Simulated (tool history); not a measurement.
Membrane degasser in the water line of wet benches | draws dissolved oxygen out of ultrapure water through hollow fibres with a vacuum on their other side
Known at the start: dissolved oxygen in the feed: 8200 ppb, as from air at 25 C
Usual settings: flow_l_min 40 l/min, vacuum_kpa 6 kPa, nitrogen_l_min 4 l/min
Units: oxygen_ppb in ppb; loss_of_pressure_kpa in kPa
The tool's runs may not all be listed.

| run | day | flow_l_min | vacuum_kpa | nitrogen_l_min | oxygen_ppb | loss_of_pressure_kpa |
|---|---|---|---|---|---|---|
| 1 | 0 | 40 | 6 | 4 | 157.4 | 60.1 |
| 2 | 1.604 | 40 | 6 | 4 | 157.5 | 60.61 |
| 3 | 3.662 | 40 | 6 | 2.81 | 176.3 | 59.91 |
| 4 | 6.283 | 31 | 6 | 4 | 93.9 | 47.34 |
| 5 | 8.525 | 28 | 6 | 4 | 78 | 42.4 |
| 6 | 11.067 | 40 | 6 | 8.96 | 121.7 | 60.54 |
| 7 | 13.758 | 40 | 6 | 5.66 | 137.5 | 60.48 |
| 8 | 16.788 | 40 | 6 | 5.66 | 135.5 | 60.38 |
| 9 | 18.342 | 40 | 6 | 4 | 158.6 | 60.68 |
| 10 | 20.092 | 40 | 6 | 4 | 155.6 | 60.82 |
| 11 | 23.017 | 40 | 6 | 7.07 | 128 | 60.61 |
| 12 | 25.683 | 40 | 6 | 4 | 156.4 | 60.78 |
| 13 | 28.392 | 48 | 6 | 4 | 221.8 | 73.24 |
| 14 | 29.871 | 48 | 6 | 4 | 222.9 | 73.07 |
| 15 | 31.983 | 60 | 6 | 4 | 344.5 | 92.03 |
| 16 | 33.567 | 60 | 6 | 4 | 344.2 | 91.86 |
| 17 | 35.171 | 47 | 6 | 4 | 215.4 | 71.78 |
| 18 | 37.358 | 44 | 4.4 | 6.06 | 142.1 | 67.59 |
| 19 | 40.071 | 36 | 8.75 | 2.05 | 282.3 | 55.57 |
| 20 | 43.083 | 57 | 7.81 | 4 | 364.3 | 87.68 |
| 21 | 44.846 | 55 | 6.01 | 11.4 | 237.3 | 84.63 |
| 22 | 47.788 | 55 | 6.01 | 11.4 | 236.7 | 84.77 |
| 23 | 49.212 | 46 | 6 | 8.37 | 172.5 | 70.65 |
| 24 | 52.225 | 25 | 4.13 | 4 | 34.2 | 38.57 |
| 25 | 54.425 | 25 | 4.13 | 4 | 34.8 | 38.62 |
| 26 | 56.092 | 41 | 6 | 3.18 | 181.6 | 63.23 |
| 27 | 57.667 | 33 | 12.6 | 8.91 | 136.9 | 50.8 |
| 28 | 60.546 | 28 | 9.39 | 4 | 130.2 | 43.1 |
|  | 61.417 | gauge calibrated |
| 29 | 63.5 | 28 | 5.59 | 4.56 | 65.2 | 42.34 |
| 30 | 64.938 | 57 | 6.52 | 6.78 | 284.2 | 85.72 |
| 31 | 67.079 | 58 | 12.7 | 8.83 | 374.2 | 87.67 |
| 32 | 68.862 | 58 | 12.7 | 8.42 | 384.5 | 87.63 |
| 33 | 71.179 | 40 | 9.88 | 4 | 241.2 | 60.93 |

Measured less the same run without the tool's hidden state. The same run-to-run variation is in both; the gauge's scatter may not be:
The hidden state here: membrane still open, %; true pressure behind the membrane over the reading, kPa; air that leaks in behind the membrane, l/min; drift of the gauge itself on oxygen_ppb, %; drift of the gauge itself on loss_of_pressure_kpa, %.
| run | loss_of_pressure_kpa |
|---|---|
| 1 | +0 |
| 2 | +0.04 |
| 3 | +0.09 |
| 4 | +0.13 |
| 5 | +0.14 |
| 6 | +0.27 |
| 7 | +0.34 |
| 8 | +0.41 |
| 9 | +0.45 |
| 10 | +0.5 |
| 11 | +0.56 |
| 12 | +0.63 |
| 13 | +0.83 |
| 14 | +0.88 |
| 15 | +1.17 |
| 16 | +1.24 |
| 17 | +1.01 |
| 18 | +1.01 |
| 19 | +0.89 |
| 20 | +1.5 |
| 21 | +1.51 |
| 22 | +1.61 |
| 23 | +1.38 |
| 24 | +0.8 |
| 25 | +0.83 |
| 26 | +1.41 |
| 27 | +1.16 |
| 28 | +1.03 |
| 29 | +0.04 |
| 30 | +0.14 |
| 31 | +0.21 |
| 32 | +0.28 |
| 33 | +0.25 |
oxygen_ppb: within 0.3 ppb of the measured result in every run.
